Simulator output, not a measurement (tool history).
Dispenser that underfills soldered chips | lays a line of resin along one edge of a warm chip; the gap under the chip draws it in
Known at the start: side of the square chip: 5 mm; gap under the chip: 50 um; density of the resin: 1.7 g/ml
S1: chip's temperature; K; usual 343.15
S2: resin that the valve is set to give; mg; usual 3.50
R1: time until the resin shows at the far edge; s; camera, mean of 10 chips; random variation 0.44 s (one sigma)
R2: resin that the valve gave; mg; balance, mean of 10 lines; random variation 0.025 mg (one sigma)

Run 1, hour 0.0: usual settings. Result: R1 35.6 s, R2 3.53 mg.
Run 2, hour 4.8: usual settings but S2 3.64 mg. Result: R1 43.6 s, R2 3.62 mg.
Run 3, hour 8.2: usual settings but S2 3.64 mg. Result: R1 52.1 s, R2 3.62 mg.
At hour 9.2: new syringe of resin.
Run 4, hour 13.7: usual settings but S2 3.64 mg. Result: R1 42.1 s, R2 3.61 mg.
At hour 19.2: new syringe of resin.
Run 5, hour 20.8: usual settings but S2 3.64 mg. Result: R1 36.3 s, R2 3.61 mg.
Run 6, hour 25.3: usual settings but S2 3.64 mg. Result: R1 43.8 s, R2 3.58 mg.
At hour 29.4: new syringe of resin.
Run 7, hour 29.4: usual settings but S1 340.15 K, S2 3.64 mg. Result: R1 37.3 s, R2 3.57 mg.
Run 8, hour 36.0: usual settings but S1 330.15 K, S2 3.74 mg. Result: R1 79.0 s, R2 3.69 mg.
At hour 39.5: new syringe of resin.
Run 9, hour 40.2: usual settings but S1 340.15 K, S2 4.05 mg. Result: R1 38.7 s, R2 3.98 mg.
Run 10, hour 48.6: usual settings but S1 340.15 K, S2 4.05 mg. Result: R1 58.2 s, R2 3.95 mg.

4 ways to go on from here, each from the tool as it stands after run 10. What would each give?
At hour 49.3: new syringe of resin.
Run A, hour 54.5: usual settings but S1 347.15 K, S2 4.05 mg. Result: R1 ?, R2 ?.
At hour 49.3: new syringe of resin.
Run B, hour 54.5: usual settings but S1 347.15 K, S2 4.07 mg. Result: R1 ?, R2 ?.
At hour 49.3: new syringe of resin.
Run C, hour 54.5: usual settings but S1 354.15 K, S2 3.15 mg. Result: R1 ?, R2 ?.
At hour 49.3: new syringe of resin.
Run D, hour 54.5: usual settings but S1 332.15 K, S2 3.99 mg. Result: R1 ?, R2 ?.

run    R1    R2
  A  35.8  3.96
  B  36.4  3.95
  C  27.9  3.03
  D  68.6  3.88
Without the tool's hidden state the same runs would have given:
run    R1    R2
  A  27.5  4.08
  B  27.9  4.07
  C  21.3  3.12
  D  52.6  4.00
